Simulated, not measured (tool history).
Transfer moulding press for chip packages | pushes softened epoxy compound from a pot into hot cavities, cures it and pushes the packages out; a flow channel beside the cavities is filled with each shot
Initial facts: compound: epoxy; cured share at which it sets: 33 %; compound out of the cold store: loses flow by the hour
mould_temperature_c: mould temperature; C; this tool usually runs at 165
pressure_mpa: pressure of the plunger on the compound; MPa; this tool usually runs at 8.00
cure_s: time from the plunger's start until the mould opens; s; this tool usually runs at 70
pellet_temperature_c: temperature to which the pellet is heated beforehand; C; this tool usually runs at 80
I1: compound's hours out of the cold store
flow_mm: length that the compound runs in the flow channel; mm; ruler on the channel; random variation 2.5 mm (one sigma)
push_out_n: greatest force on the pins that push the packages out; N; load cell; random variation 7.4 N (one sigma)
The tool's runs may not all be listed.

Run 1, day 0.000: usual settings; I1 42.0. Result: flow_mm 525 mm, push_out_n 357 N.
Run 2, day 0.383: usual settings but mould_temperature_c 164 C; I1 12.4. Result: flow_mm 593 mm, push_out_n 505 N.
Run 3, day 0.654: usual settings but mould_temperature_c 164 C; I1 16.0. Result: flow_mm 585 mm, push_out_n 559 N.
Run 4, day 0.983: usual settings but mould_temperature_c 164 C; I1 18.4. Result: flow_mm 578 mm, push_out_n 582 N.
Run 5, day 1.250: usual settings but cure_s 57 s; I1 26.5. Result: flow_mm 560 mm, push_out_n 829 N.
Run 6, day 1.425: usual settings but mould_temperature_c 161 C, cure_s 57 s; I1 10.1. Result: flow_mm 605 mm, push_out_n 1294 N.
Run 7, day 1.608: usual settings but mould_temperature_c 161 C, cure_s 57 s; I1 21.1. Result: flow_mm 580 mm, push_out_n 1276 N.
Run 8, day 1.888: usual settings; I1 29.6. Result: flow_mm 549 mm, push_out_n 600 N.
Run 9, day 2.129: usual settings; I1 29.8. Result: flow_mm 547 mm, push_out_n 339 N.
Run 10, day 2.492: usual settings; I1 28.7. Result: flow_mm 547 mm, push_out_n 409 N.
Run 11, day 2.788: usual settings but cure_s 58 s; I1 35.6. Result: flow_mm 536 mm, push_out_n 668 N.
Run 12, day 2.946: usual settings but cure_s 58 s; I1 11.6. Result: flow_mm 590 mm, push_out_n 748 N.
Run 13, day 3.296: usual settings but mould_temperature_c 170 C, cure_s 58 s; I1 26.2. Result: flow_mm 541 mm, push_out_n 554 N.
Run 14, day 3.658: usual settings but mould_temperature_c 170 C, cure_s 58 s; I1 10.4. Result: flow_mm 567 mm, push_out_n 602 N.
Run 15, day 4.033: usual settings; I1 17.3. Result: flow_mm 571 mm, push_out_n 609 N.
Run 16, day 4.475: usual settings; I1 41.4. Result: flow_mm 516 mm, push_out_n 374 N.
Run 17, day 4.729: usual settings; I1 46.2. Result: flow_mm 506 mm, push_out_n 404 N.
Run 18, day 4.988: usual settings but mould_temperature_c 161 C, pressure_mpa 9.38 MPa, cure_s 52 s, pellet_temperature_c 82 C; I1 37.5. Result: flow_mm 579 mm, push_out_n 1138 N.
Run 19, day 5.200: usual settings but mould_temperature_c 161 C, pressure_mpa 9.38 MPa, cure_s 52 s, pellet_temperature_c 82 C; I1 43.4. Result: flow_mm 571 mm, push_out_n 1227 N.
Run 20, day 5.425: usual settings but pellet_temperature_c 87 C; I1 19.8. Result: flow_mm 561 mm, push_out_n 535 N.
Run 21, day 5.704: usual settings but mould_temperature_c 172 C, pressure_mpa 9.80 MPa, pellet_temperature_c 78 C; I1 17.0. Result: flow_mm 614 mm, push_out_n 469 N.
Run 22, day 5.975: usual settings but mould_temperature_c 172 C, pressure_mpa 7.75 MPa, cure_s 88 s, pellet_temperature_c 73 C; I1 27.5. Result: flow_mm 521 mm, push_out_n 455 N.
Run 23, day 6.142: usual settings but mould_temperature_c 172 C, pressure_mpa 7.75 MPa, cure_s 88 s, pellet_temperature_c 73 C; I1 15.6. Result: flow_mm 546 mm, push_out_n 496 N.
Run 24, day 6.588: usual settings but mould_temperature_c 164 C, pressure_mpa 7.75 MPa, cure_s 88 s, pellet_temperature_c 81 C; I1 34.2. Result: flow_mm 526 mm, push_out_n 293 N.
Run 25, day 6.921: usual settings but mould_temperature_c 160 C, pressure_mpa 7.25 MPa, cure_s 81 s; I1 8.5. Result: flow_mm 576 mm, push_out_n 482 N.
Run 26, day 7.262: usual settings but pressure_mpa 6.04 MPa, cure_s 104 s, pellet_temperature_c 84 C; I1 40.4. Result: flow_mm 446 mm, push_out_n 386 N.
Run 27, day 7.633: usual settings but pressure_mpa 6.04 MPa, cure_s 104 s, pellet_temperature_c 84 C; I1 13.2. Result: flow_mm 504 mm, push_out_n 441 N.
Run 28, day 7.854: usual settings but mould_temperature_c 159 C, cure_s 91 s, pellet_temperature_c 85 C; I1 34.0. Result: flow_mm 542 mm, push_out_n 509 N.
Run 29, day 8.212: usual settings but mould_temperature_c 161 C, pressure_mpa 7.73 MPa, cure_s 99 s, pellet_temperature_c 74 C; I1 11.6. Result: flow_mm 582 mm, push_out_n 504 N.

Put back what was entered between runs (3 entries, withheld): which listed runs does each sit between, and how does the hidden state differ from the listed run before to the listed run after?
Runs 8 to 9: cavities cleaned with cleaning compound and waxed (day 2.050)
  true mould temperature over the reading, C: -0.97 -> -0.98; pressure that reaches the compound, % of what is set: 96.76 -> 96.63; grip of the stained cavities, % over clean ones': 82.8 -> 7
  measured value less the no-hidden-state value, flow_mm: -6 -> -7 mm; push_out_n: +285 -> +36 N
Runs 15 to 16: cavities cleaned with cleaning compound and waxed (day 4.275)
  true mould temperature over the reading, C: -1.04 -> -1.06; pressure that reaches the compound, % of what is set: 95.29 -> 95.04; grip of the stained cavities, % over clean ones': 81.5 -> 15
  measured value less the no-hidden-state value, flow_mm: -11 -> -11 mm; push_out_n: +289 -> +64 N
Runs 23 to 24: cavities cleaned with cleaning compound and waxed (day 6.517)
  true mould temperature over the reading, C: -1.11 -> -1.13; pressure that reaches the compound, % of what is set: 93.91 -> 93.65; grip of the stained cavities, % over clean ones': 79.5 -> 5.6
  measured value less the no-hidden-state value, flow_mm: -15 -> -14 mm; push_out_n: +220 -> +20 N
